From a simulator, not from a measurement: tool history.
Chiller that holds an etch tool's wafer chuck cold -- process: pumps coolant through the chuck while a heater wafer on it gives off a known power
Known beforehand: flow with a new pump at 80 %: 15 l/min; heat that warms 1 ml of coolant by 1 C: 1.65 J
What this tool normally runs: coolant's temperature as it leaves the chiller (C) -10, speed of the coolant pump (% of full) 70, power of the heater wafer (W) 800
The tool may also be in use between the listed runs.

run,hour,coolant's temperature as it leaves the chiller (C),speed of the coolant pump (% of full),power of the heater wafer (W),chuck's temperature once it has settled (C),how much warmer the coolant comes back (C)
1,0.0,-10,70,800,2.2,2.27
2,158.0,-11,70,800,1.1,2.28
3,286.6,-10,70,800,2.5,2.30
4,416.8,-10,70,800,2.4,2.29
5,616.8,-10,70,800,2.6,2.35
6,803.7,-10,70,800,2.7,2.33
7,901.3,-10,70,800,2.9,2.34
8,1052.6,-6,70,800,7.0,2.32
9,1153.5,-6,70,800,6.9,2.36
# hour 1179.1: coolant pump overhauled
# hour 1364.8: coolant changed, channels flushed
10,1391.1,-6,70,800,6.2,2.46
11,1616.9,-10,70,418,-3.4,1.26
# hour 1655.4: coolant pump overhauled, once more
12,1750.0,-10,70,418,-3.6,1.15
13,1935.6,-10,64,800,2.9,2.48
14,2044.4,-10,70,879,3.0,2.47
15,2159.3,-10,70,879,3.1,2.49
16,2388.2,-10,70,879,3.4,2.56
17,2542.3,-10,61,800,4.0,2.77
18,2772.0,-10,61,800,4.3,2.73
19,2901.9,-1,72,1101,15.8,3.12
20,3114.2,-3,70,403,3.9,1.22
21,3267.8,-10,76,585,-1.0,1.57
22,3485.5,-10,70,1106,7.8,3.29
# hour 3541.2: chiller's thermometer calibrated
23,3604.5,-8,83,659,0.6,1.58
24,3721.6,-8,83,659,0.7,1.62
25,3904.4,-8,83,659,0.7,1.65
26,4029.6,-6,68,800,7.0,2.50
27,4156.8,-6,68,800,6.9,2.49
28,4319.9,-10,76,800,1.7,2.24
29,4553.7,-10,76,800,2.0,2.24
30,4682.7,-2,76,451,4.8,1.29
31,4806.4,-2,76,451,5.0,1.25

Each row is a separate what-if for the run after 31, all from the same tool condition, not one after another. Results?
A,4949.1,-16,68,658,?,?
B,4949.1,-2,76,408,?,?
C,4949.1,-10,90,800,?,?

run,chuck's temperature once it has settled (C),how much warmer the coolant comes back (C)
A,-4.6,2.10
B,4.5,1.14
C,0.5,1.86
Stripped of hidden state, with their random variation kept, the same runs would have yielded:
run,chuck's temperature once it has settled (C),how much warmer the coolant comes back (C)
A,-6.7,1.89
B,3.3,1.03
C,-1.4,1.68
